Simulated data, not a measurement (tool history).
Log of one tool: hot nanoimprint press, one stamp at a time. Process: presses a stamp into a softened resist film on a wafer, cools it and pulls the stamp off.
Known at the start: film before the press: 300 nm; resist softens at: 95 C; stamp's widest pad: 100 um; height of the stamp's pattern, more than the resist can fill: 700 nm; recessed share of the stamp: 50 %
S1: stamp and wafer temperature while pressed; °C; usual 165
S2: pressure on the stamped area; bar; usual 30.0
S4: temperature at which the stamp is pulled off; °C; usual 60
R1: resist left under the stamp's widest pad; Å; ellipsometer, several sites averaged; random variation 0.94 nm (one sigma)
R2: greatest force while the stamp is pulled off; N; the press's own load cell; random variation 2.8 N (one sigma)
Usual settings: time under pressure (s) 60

run 1 day=0.000 | S1=165 S2=30.0 time_under_pressure_(s)=60 S4=60 | R1=1436 R2=156
-- day=1.388 stamp cleaned and given a new release coat
run 2 day=2.238 | S1=165 S2=30.0 time_under_pressure_(s)=60 S4=60 | R1=1437 R2=141
run 3 day=3.942 | S1=165 S2=30.0 time_under_pressure_(s)=60 S4=60 | R1=1465 R2=147
run 4 day=5.275 | S1=165 S2=30.0 time_under_pressure_(s)=60 S4=60 | R1=1454 R2=153
run 5 day=6.933 | S1=165 S2=22.5 time_under_pressure_(s)=60 S4=60 | R1=1670 R2=155
-- day=7.258 plate thermocouple calibrated
-- day=8.683 stamp cleaned and given a new release coat
run 6 day=8.850 | S1=165 S2=22.5 time_under_pressure_(s)=60 S4=60 | R1=1544 R2=128
run 7 day=10.150 | S1=165 S2=30.0 time_under_pressure_(s)=60 S4=47 | R1=1347 R2=184
-- day=10.621 press's hydraulic seals changed and the load cell set to zero
run 8 day=12.592 | S1=165 S2=30.0 time_under_pressure_(s)=60 S4=60 | R1=1335 R2=146
run 9 day=13.771 | S1=165 S2=30.0 time_under_pressure_(s)=60 S4=59 | R1=1337 R2=150
run 10 day=15.438 | S1=165 S2=30.0 time_under_pressure_(s)=60 S4=60 | R1=1359 R2=153
-- day=16.212 stamp cleaned and given a new release coat
run 11 day=16.742 | S1=165 S2=30.0 time_under_pressure_(s)=60 S4=60 | R1=1346 R2=127
run 12 day=18.883 | S1=165 S2=30.0 time_under_pressure_(s)=60 S4=60 | R1=1363 R2=139
run 13 day=21.154 | S1=165 S2=30.0 time_under_pressure_(s)=60 S4=60 | R1=1372 R2=150
run 14 day=22.408 | S1=165 S2=28.4 time_under_pressure_(s)=60 S4=62 | R1=1404 R2=147
-- day=23.404 stamp cleaned and given a new release coat
run 15 day=24.371 | S1=165 S2=18.8 time_under_pressure_(s)=60 S4=67 | R1=1702 R2=109
run 16 day=25.979 | S1=165 S2=18.8 time_under_pressure_(s)=45 S4=58 | R1=1868 R2=152
run 17 day=27.888 | S1=164 S2=36.4 time_under_pressure_(s)=63 S4=54 | R1=1285 R2=176
run 18 day=29.471 | S1=165 S2=28.7 time_under_pressure_(s)=63 S4=54 | R1=1418 R2=178
-- day=30.583 stamp cleaned and given a new release coat
run 19 day=31.021 | S1=165 S2=30.0 time_under_pressure_(s)=50 S4=46 | R1=1489 R2=189
run 20 day=32.388 | S1=165 S2=30.0 time_under_pressure_(s)=50 S4=46 | R1=1496 R2=186
run 21 day=33.654 | S1=166 S2=41.7 time_under_pressure_(s)=46 S4=64 | R1=1279 R2=131
run 22 day=34.692 | S1=166 S2=41.7 time_under_pressure_(s)=46 S4=64 | R1=1279 R2=132
run 23 day=36.208 | S1=166 S2=41.7 time_under_pressure_(s)=109 S4=64 | R1=933 R2=135
-- day=37.867 stamp cleaned and given a new release coat
run 24 day=38.350 | S1=157 S2=19.6 time_under_pressure_(s)=108 S4=46 | R1=1772 R2=182

Forecast each of these 4 alternatives for the next run:
run A day=40.450 | S1=157 S2=34.1 time_under_pressure_(s)=108 S4=46 | R1=? R2=?
run B day=40.450 | S1=177 S2=19.6 time_under_pressure_(s)=108 S4=64 | R1=? R2=?
run C day=40.450 | S1=174 S2=21.9 time_under_pressure_(s)=116 S4=60 | R1=? R2=?
run D day=40.450 | S1=174 S2=30.0 time_under_pressure_(s)=60 S4=50 | R1=? R2=?

run=A R1=1385 R2=196
run=B R1=1041 R2=134
run=C R1=1030 R2=148
run=D R1=1106 R2=189
Without the tool's hidden state the same runs would have given:
run=A R1=1270 R2=176
run=B R1=975 R2=118
run=C R1=961 R2=132
run=D R1=1028 R2=170
